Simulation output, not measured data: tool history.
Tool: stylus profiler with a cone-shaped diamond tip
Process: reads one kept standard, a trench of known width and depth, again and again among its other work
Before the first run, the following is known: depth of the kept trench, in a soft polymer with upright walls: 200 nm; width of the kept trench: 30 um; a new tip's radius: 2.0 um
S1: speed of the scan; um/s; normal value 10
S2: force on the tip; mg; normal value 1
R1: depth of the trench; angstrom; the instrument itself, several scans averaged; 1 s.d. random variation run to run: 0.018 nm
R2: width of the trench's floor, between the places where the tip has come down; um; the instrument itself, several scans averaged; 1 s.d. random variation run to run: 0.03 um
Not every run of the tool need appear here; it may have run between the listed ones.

{"run": 1, "day": 0.0, "S1": 10, "S2": 1, "R1": 2009.8, "R2": 27.98}
{"run": 2, "day": 1.188, "S1": 23, "S2": 1, "R1": 2009.5, "R2": 27.8}
{"run": 3, "day": 1.917, "S1": 20, "S2": 1, "R1": 2009.9, "R2": 27.87}
{"run": 4, "day": 2.904, "S1": 20, "S2": 1, "R1": 2009.8, "R2": 27.89}
{"run": 5, "day": 3.658, "S1": 20, "S2": 1, "R1": 2009.8, "R2": 27.84}
{"run": 6, "day": 4.671, "S1": 10, "S2": 1.52, "R1": 2012.9, "R2": 27.95}
{"run": 7, "day": 5.496, "S1": 10, "S2": 1.52, "R1": 2012.6, "R2": 27.95}
{"run": 8, "day": 6.846, "S1": 10, "S2": 2.55, "R1": 2017.4, "R2": 27.96}
{"run": 9, "day": 7.975, "S1": 10, "S2": 0.97, "R1": 2009.8, "R2": 27.86}
{"run": 10, "day": 8.667, "S1": 10, "S2": 0.97, "R1": 2009.9, "R2": 27.9}
{"run": 11, "day": 9.708, "S1": 10, "S2": 0.97, "R1": 2009.8, "R2": 27.87}
{"run": 12, "day": 10.567, "S1": 39, "S2": 1, "R1": 2010, "R2": 27.68}
{"run": 13, "day": 11.875, "S1": 10, "S2": 1, "R1": 2010.1, "R2": 27.91}
{"run": 14, "day": 12.692, "S1": 5, "S2": 1, "R1": 2010.2, "R2": 27.86}
{"run": 15, "day": 14.017, "S1": 5, "S2": 1, "R1": 2010.7, "R2": 27.91}
{"run": 16, "day": 14.817, "S1": 5, "S2": 1, "R1": 2010.4, "R2": 27.94}
{"run": 17, "day": 15.858, "S1": 3, "S2": 1, "R1": 2010.6, "R2": 27.88}
{"run": 18, "day": 16.754, "S1": 3, "S2": 1, "R1": 2010.3, "R2": 27.89}
{"run": 19, "day": 17.4, "S1": 22, "S2": 1.68, "R1": 2014.3, "R2": 27.78}
{"day": 17.488, "done": "height scale calibrated on a step standard"}
{"run": 20, "day": 18.025, "S1": 6, "S2": 2.45, "R1": 2018.8, "R2": 27.92}
{"run": 21, "day": 18.95, "S1": 21, "S2": 0.5, "R1": 2009.1, "R2": 27.69}
{"run": 22, "day": 19.512, "S1": 21, "S2": 0.5, "R1": 2008.6, "R2": 27.71}
{"run": 23, "day": 20.608, "S1": 31, "S2": 1.39, "R1": 2014.3, "R2": 27.76}
{"run": 24, "day": 21.842, "S1": 31, "S2": 1.39, "R1": 2014.1, "R2": 27.72}
{"run": 25, "day": 23.154, "S1": 9, "S2": 2.42, "R1": 2018.8, "R2": 27.85}
{"run": 26, "day": 24.354, "S1": 11, "S2": 1.48, "R1": 2014.7, "R2": 27.83}
{"day": 25.108, "done": "height scale calibrated on a step standard, once more"}
{"run": 27, "day": 25.212, "S1": 31, "S2": 1.65, "R1": 2012.2, "R2": 27.74}
{"run": 28, "day": 26.442, "S1": 31, "S2": 1.65, "R1": 2012.1, "R2": 27.66}
{"run": 29, "day": 27.758, "S1": 31, "S2": 1.65, "R1": 2012.2, "R2": 27.64}
{"run": 30, "day": 28.596, "S1": 4, "S2": 0.39, "R1": 2004.7, "R2": 27.85}
{"run": 31, "day": 29.283, "S1": 5, "S2": 1.11, "R1": 2009.6, "R2": 27.82}
{"run": 32, "day": 30.442, "S1": 3, "S2": 0.48, "R1": 2005.6, "R2": 27.81}
{"run": 33, "day": 31.108, "S1": 11, "S2": 1, "R1": 2009.1, "R2": 27.76}

Difference, measured minus no-hidden-state, one row per run. Run-to-run variation is common to both terms; the gauge's own scatter need not be:
Unlogged tool condition in this case: radius of the tip, um; height scale over the true one, %; drift of the gauge itself on depth_nm, %; drift of the gauge itself on floor_um, %.
run=1 R1=+1.5 R2=-0.25
run=2 R1=+1.6 R2=-0.26
run=3 R1=+1.5 R2=-0.26
run=4 R1=+1.6 R2=-0.26
run=5 R1=+1.6 R2=-0.27
run=6 R1=+1.7 R2=-0.27
run=7 R1=+1.7 R2=-0.28
run=8 R1=+1.8 R2=-0.28
run=9 R1=+1.8 R2=-0.29
run=10 R1=+1.8 R2=-0.29
run=11 R1=+1.9 R2=-0.3
run=12 R1=+1.9 R2=-0.31
run=13 R1=+1.9 R2=-0.31
run=14 R1=+1.9 R2=-0.32
run=15 R1=+2 R2=-0.32
run=16 R1=+2 R2=-0.32
run=17 R1=+2.1 R2=-0.32
run=18 R1=+2.1 R2=-0.33
run=19 R1=+2.2 R2=-0.34
run=20 R1=+3.6 R2=-0.34
run=21 R1=+3.6 R2=-0.34
run=22 R1=+3.7 R2=-0.34
run=23 R1=+3.7 R2=-0.35
run=24 R1=+3.7 R2=-0.36
run=25 R1=+3.8 R2=-0.36
run=26 R1=+3.8 R2=-0.37
run=27 R1=+0.6 R2=-0.37
run=28 R1=+0.6 R2=-0.38
run=29 R1=+0.7 R2=-0.38
run=30 R1=+0.7 R2=-0.39
run=31 R1=+0.8 R2=-0.4
run=32 R1=+0.8 R2=-0.4
run=33 R1=+0.8 R2=-0.4
